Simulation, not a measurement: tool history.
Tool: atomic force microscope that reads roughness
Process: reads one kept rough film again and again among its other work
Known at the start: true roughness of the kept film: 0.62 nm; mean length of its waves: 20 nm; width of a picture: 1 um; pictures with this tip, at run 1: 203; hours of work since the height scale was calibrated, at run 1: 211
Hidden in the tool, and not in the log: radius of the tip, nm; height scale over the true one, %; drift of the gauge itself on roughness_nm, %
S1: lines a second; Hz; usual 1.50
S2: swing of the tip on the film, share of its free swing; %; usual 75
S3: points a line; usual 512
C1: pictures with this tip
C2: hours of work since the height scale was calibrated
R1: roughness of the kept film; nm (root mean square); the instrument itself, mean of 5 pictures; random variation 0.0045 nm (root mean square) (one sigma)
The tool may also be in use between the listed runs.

| run | hour | S1 | S2 | S3 | C1 | C2 | R1 |
|---|---|---|---|---|---|---|---|
| 1 | 0.0 | 1.50 | 75 | 512 | 203 | 211 | 0.509 |
| 2 | 7.0 | 1.50 | 75 | 512 | 213 | 215 | 0.502 |
| 3 | 12.7 | 0.61 | 75 | 512 | 220 | 218 | 0.521 |
| 4 | 18.9 | 1.50 | 75 | 512 | 229 | 221 | 0.501 |
| 5 | 26.7 | 3.21 | 75 | 512 | 239 | 226 | 0.460 |
| 6 | 35.9 | 3.21 | 75 | 512 | 251 | 231 | 0.449 |
| 7 | 42.7 | 3.21 | 75 | 512 | 260 | 235 | 0.454 |
| 8 | 47.9 | 3.21 | 75 | 512 | 267 | 238 | 0.454 |
| 9 | 53.6 | 1.50 | 75 | 512 | 275 | 241 | 0.499 |
| 10 | 62.5 | 1.50 | 75 | 512 | 287 | 246 | 0.493 |
| 11 | 67.1 | 1.50 | 75 | 512 | 293 | 249 | 0.494 |
| 12 | 75.6 | 1.50 | 75 | 512 | 304 | 254 | 0.488 |
| 13 | 82.9 | 0.78 | 75 | 512 | 314 | 258 | 0.504 |
|  | 84.8 | height scale calibrated on a step standard |
| 14 | 94.3 | 1.50 | 75 | 512 | 328 | 5 | 0.483 |
| 15 | 100.1 | 1.30 | 75 | 512 | 336 | 9 | 0.484 |
| 16 | 108.6 | 1.30 | 75 | 512 | 347 | 14 | 0.489 |
| 17 | 116.2 | 1.50 | 69 | 512 | 357 | 18 | 0.488 |
|  | 118.4 | height scale calibrated on a step standard, once more |
| 18 | 121.7 | 1.50 | 69 | 512 | 363 | 2 | 0.494 |
| 19 | 126.4 | 1.50 | 69 | 512 | 369 | 5 | 0.484 |
| 20 | 131.3 | 1.50 | 69 | 512 | 376 | 7 | 0.480 |
|  | 140.7 | new tip fitted |
| 21 | 141.0 | 1.50 | 75 | 320 | 0 | 13 | 0.532 |
| 22 | 150.8 | 1.50 | 75 | 320 | 13 | 18 | 0.514 |
| 23 | 157.9 | 1.81 | 75 | 512 | 23 | 22 | 0.517 |
| 24 | 168.0 | 1.81 | 75 | 512 | 36 | 28 | 0.523 |
| 25 | 173.6 | 1.38 | 66 | 512 | 44 | 31 | 0.542 |
| 26 | 178.2 | 1.77 | 75 | 735 | 50 | 34 | 0.524 |
| 27 | 186.6 | 1.50 | 75 | 735 | 61 | 39 | 0.526 |
| 28 | 196.3 | 3.59 | 67 | 528 | 74 | 44 | 0.505 |
| 29 | 206.0 | 1.37 | 75 | 281 | 87 | 50 | 0.507 |
| 30 | 216.2 | 1.37 | 77 | 861 | 101 | 56 | 0.518 |
| 31 | 226.3 | 1.84 | 61 | 499 | 114 | 62 | 0.539 |
| 32 | 234.7 | 1.84 | 56 | 345 | 125 | 66 | 0.530 |
| 33 | 240.8 | 1.50 | 90 | 512 | 134 | 70 | 0.473 |
| 34 | 250.6 | 1.36 | 90 | 441 | 147 | 75 | 0.477 |
| 35 | 255.2 | 1.36 | 90 | 441 | 153 | 78 | 0.481 |
| 36 | 260.3 | 0.79 | 86 | 650 | 159 | 81 | 0.512 |
| 37 | 266.9 | 0.79 | 75 | 806 | 168 | 85 | 0.525 |
| 38 | 276.2 | 2.24 | 56 | 512 | 181 | 90 | 0.531 |
| 39 | 285.8 | 0.60 | 86 | 512 | 194 | 96 | 0.509 |
| 40 | 290.5 | 1.50 | 75 | 319 | 200 | 98 | 0.490 |
| 41 | 296.6 | 1.54 | 85 | 319 | 208 | 102 | 0.462 |
| 42 | 306.4 | 1.54 | 85 | 319 | 221 | 107 | 0.466 |
| 43 | 312.2 | 1.54 | 85 | 319 | 229 | 111 | 0.468 |
| 44 | 319.3 | 1.54 | 85 | 319 | 238 | 115 | 0.468 |
| 45 | 326.2 | 1.50 | 63 | 512 | 248 | 119 | 0.503 |
| 46 | 335.9 | 0.85 | 61 | 522 | 260 | 124 | 0.521 |
| 47 | 340.7 | 1.50 | 87 | 295 | 267 | 127 | 0.457 |
| 48 | 345.5 | 1.50 | 87 | 295 | 273 | 130 | 0.460 |

Some steps in R1 between neighbouring runs. How much of each would the tool show without its hidden state too (settings, what came in, random variation), and how much is left for the hidden state, with any gauge scatter that isn't in both results?
Run 20 -> 21: S2 69 -> 75, S3 512 -> 320, new tip fitted. R1 +0.052 nm (root mean square): hidden state +0.059, all else -0.007.
Run 32 -> 33: S1 1.84 -> 1.50, S2 56 -> 90, S3 345 -> 512. R1 -0.057 nm (root mean square): hidden state +0.001, all else -0.058.
Run 44 -> 45: S1 1.54 -> 1.50, S2 85 -> 63, S3 319 -> 512. R1 +0.035 nm (root mean square): hidden state -0.006, all else +0.041.
Run 46 -> 47: S1 0.85 -> 1.50, S2 61 -> 87, S3 522 -> 295. R1 -0.064 nm (root mean square): hidden state +0.006, all else -0.070.
